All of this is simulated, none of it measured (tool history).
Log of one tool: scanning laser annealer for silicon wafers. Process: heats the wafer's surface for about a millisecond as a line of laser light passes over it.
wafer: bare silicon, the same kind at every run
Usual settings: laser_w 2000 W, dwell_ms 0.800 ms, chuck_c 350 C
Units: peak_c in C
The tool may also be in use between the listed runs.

run	day	laser_w	dwell_ms	chuck_c	peak_c
1	0.000	2000	0.800	350	1100
2	0.654	2000	0.800	350	1099
3	1.279	2000	0.800	357	1106
4	1.892	2000	0.800	350	1095
5	2.362	2000	0.800	379	1125
6	2.996	2000	0.800	379	1126
7	3.521	2000	0.800	350	1098
8	3.862	2000	0.800	350	1097
9	4.225	2000	0.800	350	1093
10	4.604	2000	0.800	350	1098
11	5.267	2000	0.800	350	1093
12	5.596	2000	0.800	356	1098
13	5.883	2000	0.823	350	1100
14	6.183	2000	0.866	350	1119
15	6.738	1980	0.802	342	1076
16	7.121	2116	0.800	365	1150
17	7.592	1988	0.734	334	1045
18	8.238	1818	0.989	384	1128
19	8.558	1818	0.989	384	1122
20	9.183	1991	0.707	384	1081
21	9.475	1850	0.787	356	1037
22	10.096	1785	0.927	350	1059
23	10.446	1816	0.570	350	932

Forecast each of these 5 alternatives for the next run:
A	10.954	2034	0.857	358	?
B	10.954	1816	0.823	353	?
C	10.954	1935	0.636	379	?
D	10.954	1816	0.570	321	?
E	10.954	1898	0.952	350	?

run	peak_c
A	1135
B	1036
C	1023
D	899
E	1109
Without the tool's hidden state the same runs would have given:
run	peak_c
A	1187
B	1081
C	1066
D	937
E	1159
